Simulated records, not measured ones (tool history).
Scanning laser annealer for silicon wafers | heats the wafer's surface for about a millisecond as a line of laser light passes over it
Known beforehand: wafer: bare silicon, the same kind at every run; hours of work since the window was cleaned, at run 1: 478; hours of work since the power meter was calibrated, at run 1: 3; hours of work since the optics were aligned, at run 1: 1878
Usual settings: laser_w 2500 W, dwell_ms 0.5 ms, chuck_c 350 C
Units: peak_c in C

run	day	laser_w	dwell_ms	chuck_c	hours of work since the window was cleaned	hours of work since the power meter was calibrated	hours of work since the optics were aligned	peak_c
1	0	2500	0.5	350	478	3	1878	1063
2	0.438	2500	0.5	350	484	9	1884	1063
3	1.021	2500	0.606	350	492	17	1892	1144
4	1.454	2500	0.5	350	498	23	1898	1061
5	1.896	2500	0.5	350	504	29	1904	1065
6	2.504	2500	0.5	350	513	38	1913	1064
7	3.221	2500	0.5	350	523	48	1923	1063
8	3.862	2500	0.5	350	532	57	1932	1062
9	4.583	2500	0.5	350	542	67	1942	1065
10	5.229	2500	0.5	350	551	76	1951	1064
# day 5.679: window over the wafer cleaned
11	6.308	2500	0.5	350	9	90	1965	1063
12	7.342	2500	0.5	381	23	105	1980	1095
# day 8.554: optics aligned, line set to its width
13	8.588	2500	0.5	381	38	119	0	1097
14	9.196	2500	0.5	381	46	128	9	1094
15	9.962	2500	0.5	381	57	138	20	1098
16	10.888	2500	0.5	333	70	151	33	1047
17	11.479	2500	0.5	333	78	160	41	1046
18	12.388	2500	0.5	333	91	172	54	1047
19	13.279	2500	0.5	350	104	185	66	1064
20	14.154	2500	0.5	350	116	197	79	1064
21	15.05	2531	0.419	330	129	210	91	984
22	16.083	2217	0.5	358	143	224	106	994
23	16.996	2582	0.5	334	156	237	118	1069
24	17.812	2532	0.58	317	167	248	130	1106
25	18.517	2268	0.359	310	177	258	140	851
26	19.275	2539	0.579	361	188	269	150	1149
27	20.196	2697	0.511	340	201	282	163	1117
28	20.812	2158	0.44	350	209	291	172	926
29	21.775	2267	0.44	359	223	304	185	965
30	22.821	2267	0.44	359	238	319	200	960
31	23.533	2267	0.44	359	248	329	210	964
32	24.354	2550	0.5	361	259	340	222	1087
33	25.092	2315	0.5	368	269	351	232	1029
34	25.842	2315	0.5	368	280	361	242	1031
35	26.383	2315	0.519	361	287	369	250	1039
36	27.321	2500	0.5	350	301	382	263	1065
37	27.904	2234	0.387	350	309	390	271	903
38	28.567	2527	0.402	375	318	399	281	1010
39	29.588	2375	0.561	375	332	414	295	1098
40	30.346	2375	0.561	375	343	424	306	1100

For each entry between runs, how does the tool's hidden state at the last listed run before it compare with that at the first listed run after it?
From run 10 to run 11: window over the wafer cleaned (day 5.679)
  light that passes the window, % of a clean one's: 99.94 -> 99.99
From run 12 to run 13: optics aligned, line set to its width (day 8.554)
  laser's true power over the reading, %: 0.01 -> 0; width of the line over the set one, %: 0.05 -> 0

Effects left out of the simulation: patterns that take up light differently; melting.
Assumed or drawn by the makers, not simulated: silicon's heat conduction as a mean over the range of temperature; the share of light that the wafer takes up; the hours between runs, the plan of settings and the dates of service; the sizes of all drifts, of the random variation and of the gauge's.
